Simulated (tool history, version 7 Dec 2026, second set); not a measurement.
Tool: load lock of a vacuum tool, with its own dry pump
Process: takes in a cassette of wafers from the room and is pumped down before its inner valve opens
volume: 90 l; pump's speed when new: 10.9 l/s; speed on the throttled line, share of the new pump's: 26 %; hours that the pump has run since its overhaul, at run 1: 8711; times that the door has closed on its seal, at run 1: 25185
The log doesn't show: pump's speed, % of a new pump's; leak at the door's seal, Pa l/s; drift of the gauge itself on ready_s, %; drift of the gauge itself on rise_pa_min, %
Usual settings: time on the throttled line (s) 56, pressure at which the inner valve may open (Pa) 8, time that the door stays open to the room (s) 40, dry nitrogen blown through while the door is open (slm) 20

run      day  time on the throttled line (s)  pressure at which the inner valve may open (Pa)  time that the door stays open to the room (s)  dry nitrogen blown through while the door is open (slm)  hours that the pump has run since its overhaul  times that the door has closed on its seal  incoming humidity of the room's air, %  time from the closed door until the inner valve may open (s)  rise of the pressure with all valves shut (Pa/min)
  1    0.000                              56                                                8                                             40                                                       20                                            8711                                       25185                                    45.0                                                         121.8                                               0.203
  2    4.646                              56                                                8                                             40                                                       20                                            8823                                       25706                                    41.1                                                         122.1                                               0.201
  3   11.779                              56                                               14                                             40                                                       20                                            8994                                       26507                                    45.1                                                         118.5                                               0.211
  4   21.133                              56                                               14                                             40                                                       20                                            9218                                       27556                                    45.8                                                         115.9                                               0.229
  5   26.804                              56                                               14                                             41                                                       20                                            9354                                       28193                                    48.2                                                         117.0                                               0.238
  6   35.371                             109                                                8                                             40                                                       20                                            9560                                       29154                                    44.2                                                         162.5                                               0.239
  7   40.267                             109                                               15                                             40                                                       20                                            9678                                       29703                                    45.4                                                         155.9                                               0.247
  8   48.012                             109                                               15                                             40                                                       16                                            9863                                       30573                                    46.7                                                         156.2                                               0.275
  9   52.900                             109                                               15                                             40                                                       16                                            9981                                       31121                                    45.7                                                         154.9                                               0.273
 10   59.804                             109                                               15                                             40                                                       16                                           10146                                       31895                                    44.7                                                         155.5                                               0.283
 11   67.538                             109                                               15                                             40                                                       16                                           10332                                       32763                                    44.8                                                         155.1                                               0.287
 12   71.979                             109                                               15                                             40                                                       16                                           10439                                       33262                                    44.6                                                         155.3                                               0.304
 13   79.362                             109                                               15                                             40                                                       16                                           10616                                       34090                                    46.3                                                         155.5                                               0.306
 14   89.012                             109                                               15                                             40                                                       15                                           10847                                       35173                                    44.0                                                         156.2                                               0.325
 15   95.488                             109                                               15                                             40                                                       15                                           11003                                       35899                                    44.9                                                         156.3                                               0.330
 16  105.658                              41                                                9                                            145                                                        9                                           11247                                       37041                                    42.5                                                         110.8                                               0.373
     107.375  -- door's seal changed, seat wiped
 17  116.067                              48                                                8                                            112                                                       20                                           11495                                         975                                    47.2                                                         119.7                                               0.054
 18  122.746                              48                                               14                                             36                                                       20                                           11656                                        1725                                    47.4                                                         113.6                                               0.045
 19  126.983                              48                                               14                                             36                                                       20                                           11757                                        2200                                    43.6                                                         112.4                                               0.045
 20  136.333                              56                                                8                                             60                                                       20                                           11982                                        3249                                    45.4                                                         124.5                                               0.056
 21  143.079                             109                                               15                                             72                                                       11                                           12144                                        4006                                    45.6                                                         155.5                                               0.070
 22  152.679                              60                                               15                                             81                                                       11                                           12374                                        5083                                    44.1                                                         122.0                                               0.073
 23  159.242                              60                                               15                                             81                                                       11                                           12531                                        5820                                    46.4                                                         120.5                                               0.073
 24  164.671                              76                                               11                                             62                                                       12                                           12662                                        6429                                    43.5                                                         135.7                                               0.072
 25  174.958                              76                                               12                                             62                                                       10                                           12909                                        7583                                    43.9                                                         136.0                                               0.083

4 ways to go on from here, each from the tool as it stands after run 25. What would each give?
  A  181.217                              76                                               12                                             57                                                        5                                           13059                                        8285                                    44.7                                                             ?                                                   ?
  B  181.217                              47                                               10                                            191                                                       10                                           13059                                        8285                                    47.8                                                             ?                                                   ?
  C  181.217                              56                                                8                                             40                                                       11                                           13059                                        8285                                    47.1                                                             ?                                                   ?
  D  181.217                              56                                               12                                             62                                                       10                                           13059                                        8285                                    42.2                                                             ?                                                   ?

run  time from the closed door until the inner valve may open (s)  rise of the pressure with all valves shut (Pa/min)
  A                                                         135.3                                               0.089
  B                                                         115.0                                               0.119
  C                                                         123.3                                               0.075
  D                                                         120.9                                               0.085
Without the tool's hidden state the same runs would have given:
run  time from the closed door until the inner valve may open (s)  rise of the pressure with all valves shut (Pa/min)
  A                                                         131.3                                               0.059
  B                                                         110.6                                               0.088
  C                                                         118.9                                               0.044
  D                                                         116.7                                               0.054

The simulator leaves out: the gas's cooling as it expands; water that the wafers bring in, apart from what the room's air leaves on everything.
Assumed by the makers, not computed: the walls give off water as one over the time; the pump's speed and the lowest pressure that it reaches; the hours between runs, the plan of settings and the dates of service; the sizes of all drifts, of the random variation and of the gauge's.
